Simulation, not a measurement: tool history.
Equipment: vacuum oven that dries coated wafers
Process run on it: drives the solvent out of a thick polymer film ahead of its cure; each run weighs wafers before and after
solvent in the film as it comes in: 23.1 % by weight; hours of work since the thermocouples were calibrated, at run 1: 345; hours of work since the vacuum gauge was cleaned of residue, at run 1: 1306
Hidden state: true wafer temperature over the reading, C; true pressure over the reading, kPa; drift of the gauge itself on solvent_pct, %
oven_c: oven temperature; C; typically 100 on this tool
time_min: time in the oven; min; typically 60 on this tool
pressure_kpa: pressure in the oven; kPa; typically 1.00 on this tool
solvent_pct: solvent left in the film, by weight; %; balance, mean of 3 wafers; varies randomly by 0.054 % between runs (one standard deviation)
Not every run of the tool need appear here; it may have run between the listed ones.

run      day  oven_c  time_min  pressure_kpa  hours of work since the thermocouples were calibrated  hours of work since the vacuum gauge was cleaned of residue  solvent_pct
  1    0.000     100        60          1.00                                                    345                                                         1306         2.89
  2    2.738     100        60          3.64                                                    384                                                         1346         6.43
  3    6.508     100        43          3.64                                                    439                                                         1400         7.26
  4    9.021     100        60          1.00                                                    475                                                         1436         3.06
      10.121  -- vacuum gauge cleaned of residue and calibrated
  5   12.175     100        60          1.00                                                    519                                                           30         2.18
  6   16.754     100        60          1.00                                                    585                                                           96         2.20
  7   18.804     100        60          2.12                                                    615                                                          125         3.61
  8   21.504     100        60          1.00                                                    654                                                          164         2.22
  9   25.975     100        60          1.00                                                    718                                                          228         2.33
 10   28.458     100        60          1.00                                                    754                                                          264         2.25
 11   31.488     100        60          1.00                                                    798                                                          308         2.44
 12   36.108     100        60          1.00                                                    864                                                          374         2.57
 13   39.083     100        60          1.00                                                    907                                                          417         2.56
 14   42.271     100        60          1.00                                                    953                                                          463         2.62
 15   44.312     113        60          1.00                                                    982                                                          492         1.13
 16   46.675     113        60          1.00                                                   1016                                                          526         1.15
 17   49.446      94        60          1.00                                                   1056                                                          566         4.21
 18   53.004     111        60          1.00                                                   1107                                                          618         1.28
 19   56.775     100        60          1.00                                                   1162                                                          672         2.77
      58.800  -- oven's thermocouples calibrated
 20   61.442     113        50          1.00                                                     38                                                          738         1.20
 21   64.967     113        50          1.00                                                     89                                                          789         1.16
 22   68.217     113        50          1.00                                                    136                                                          835         1.27
 23   72.088     112        32          3.85                                                    191                                                          891         4.24
 24   74.617     112        32          3.85                                                    228                                                          928         4.32
 25   78.471      85        42          3.85                                                    283                                                          983        14.27
 26   83.075     106        70          0.64                                                    350                                                         1049         1.30
 27   86.967     100        32          1.00                                                    406                                                         1105         5.23
 28   90.454      98        47          0.74                                                    456                                                         1156         3.79
 29   93.088      98        47          0.74                                                    494                                                         1194         3.86
 30   96.371      98        47          0.74                                                    541                                                         1241         3.91
 31   99.483      98        47          0.74                                                    586                                                         1286         3.81
 32  102.062      93        82          1.02                                                    623                                                         1323         3.83
 33  104.933      93        82          1.02                                                    664                                                         1364         3.84
 34  108.542      94        44          3.58                                                    716                                                         1416         9.52
     111.242  -- vacuum gauge cleaned of residue and calibrated
 35  111.983      90        41          3.58                                                    765                                                           11        10.89
 36  114.358     100        81          3.31                                                    799                                                           45         4.55
 37  117.338     108        40          3.31                                                    842                                                           88         4.00

Pick out some run-to-run changes in solvent_pct. Of each, how much would a tool without hidden state show as well, from the settings, what came in and chance, and how much is left for the hidden state and any gauge scatter not in both results compared?
Run 4 -> 5: vacuum gauge cleaned of residue and calibrated. solvent_pct -0.88 %: hidden state -0.90, all else +0.02.
Run 16 -> 17: oven_c 113 -> 94. solvent_pct +3.06 %: hidden state +0.62, all else +2.44.
Run 24 -> 25: oven_c 112 -> 85, time_min 32 -> 42. solvent_pct +9.95 %: hidden state +0.52, all else +9.43.
Run 25 -> 26: oven_c 85 -> 106, time_min 42 -> 70, pressure_kpa 3.85 -> 0.64. solvent_pct -12.97 %: hidden state -0.41, all else -12.56.
Run 34 -> 35: oven_c 94 -> 90, time_min 44 -> 41, vacuum gauge cleaned of residue and calibrated. solvent_pct +1.37 %: hidden state -0.84, all else +2.21.
Run 35 -> 36: oven_c 90 -> 100, time_min 41 -> 81, pressure_kpa 3.58 -> 3.31. solvent_pct -6.34 %: hidden state -0.25, all else -6.09.
